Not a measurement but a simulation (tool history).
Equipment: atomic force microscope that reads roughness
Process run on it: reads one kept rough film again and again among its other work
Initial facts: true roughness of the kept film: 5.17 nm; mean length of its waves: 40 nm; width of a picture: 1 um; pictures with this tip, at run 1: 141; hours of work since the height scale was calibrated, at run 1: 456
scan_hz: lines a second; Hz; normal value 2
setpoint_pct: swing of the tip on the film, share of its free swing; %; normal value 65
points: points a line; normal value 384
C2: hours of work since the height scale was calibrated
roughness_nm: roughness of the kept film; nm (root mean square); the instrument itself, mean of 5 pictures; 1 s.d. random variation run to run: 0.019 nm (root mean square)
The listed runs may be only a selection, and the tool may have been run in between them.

Run 1, day 0: usual settings; pictures with this tip 141; C2 456. Result: roughness_nm 4.551 nm (root mean square).
Run 2, day 0.9: usual settings; pictures with this tip 162; C2 469. Result: roughness_nm 4.579 nm (root mean square).
Run 3, day 2.179: usual settings but setpoint_pct 84 %; pictures with this tip 191; C2 488. Result: roughness_nm 4.272 nm (root mean square).
Run 4, day 3.033: usual settings but scan_hz 0.55 Hz; pictures with this tip 211; C2 501. Result: roughness_nm 4.592 nm (root mean square).
Run 5, day 4.088: usual settings but scan_hz 0.55 Hz; pictures with this tip 235; C2 516. Result: roughness_nm 4.568 nm (root mean square).
Run 6, day 4.758: usual settings but scan_hz 1.17 Hz; pictures with this tip 251; C2 526. Result: roughness_nm 4.498 nm (root mean square).
Run 7, day 5.633: usual settings but scan_hz 0.98 Hz; pictures with this tip 271; C2 539. Result: roughness_nm 4.497 nm (root mean square).
Run 8, day 6.396: usual settings but scan_hz 0.98 Hz; pictures with this tip 289; C2 551. Result: roughness_nm 4.479 nm (root mean square).
Run 9, day 7.062: usual settings but points 437; pictures with this tip 304; C2 561. Result: roughness_nm 4.446 nm (root mean square).
Run 10, day 8.429: usual settings but points 404; pictures with this tip 336; C2 581. Result: roughness_nm 4.362 nm (root mean square).
At day 9.746: new tip fitted.
Run 11, day 9.746: usual settings but points 404; pictures with this tip 0; C2 600. Result: roughness_nm 4.65 nm (root mean square).
Run 12, day 11.325: usual settings but points 404; pictures with this tip 37; C2 624. Result: roughness_nm 4.629 nm (root mean square).
Run 13, day 12.783: usual settings but scan_hz 3.66 Hz, points 873; pictures with this tip 70; C2 645. Result: roughness_nm 4.486 nm (root mean square).
Run 14, day 14: usual settings but scan_hz 1.49 Hz, points 975; pictures with this tip 98; C2 664. Result: roughness_nm 4.596 nm (root mean square).
Run 15, day 14.933: usual settings but scan_hz 1.49 Hz, points 975; pictures with this tip 120; C2 677. Result: roughness_nm 4.609 nm (root mean square).
Run 16, day 15.846: usual settings but scan_hz 1.49 Hz, points 975; pictures with this tip 141; C2 691. Result: roughness_nm 4.538 nm (root mean square).
Run 17, day 17.096: usual settings but scan_hz 2.34 Hz; pictures with this tip 170; C2 710. Result: roughness_nm 4.46 nm (root mean square).
Run 18, day 18.1: usual settings but scan_hz 2.34 Hz; pictures with this tip 193; C2 725. Result: roughness_nm 4.442 nm (root mean square).

Forecast each of these 5 alternatives for the next run:
Run A, day 19.646: usual settings but scan_hz 2.05 Hz, setpoint_pct 64 %, points 962; pictures with this tip 229; C2 748. Result: roughness_nm ?.
Run B, day 19.646: usual settings but scan_hz 1.96 Hz, setpoint_pct 81 %, points 631; pictures with this tip 229; C2 748. Result: roughness_nm ?.
Run C, day 19.646: usual settings but scan_hz 1.79 Hz; pictures with this tip 229; C2 748. Result: roughness_nm ?.
Run D, day 19.646: usual settings but scan_hz 3.68 Hz, points 409; pictures with this tip 229; C2 748. Result: roughness_nm ?.
Run E, day 19.646: usual settings but scan_hz 2.14 Hz, setpoint_pct 88 %, points 912; pictures with this tip 229; C2 748. Result: roughness_nm ?.

run  roughness_nm
  A         4.455
  B         4.302
  C         4.452
  D         4.342
  E         4.159
Stripped of hidden state, with their random variation kept, the same runs would have yielded:
run  roughness_nm
  A         4.718
  B         4.556
  C         4.714
  D         4.599
  E         4.405
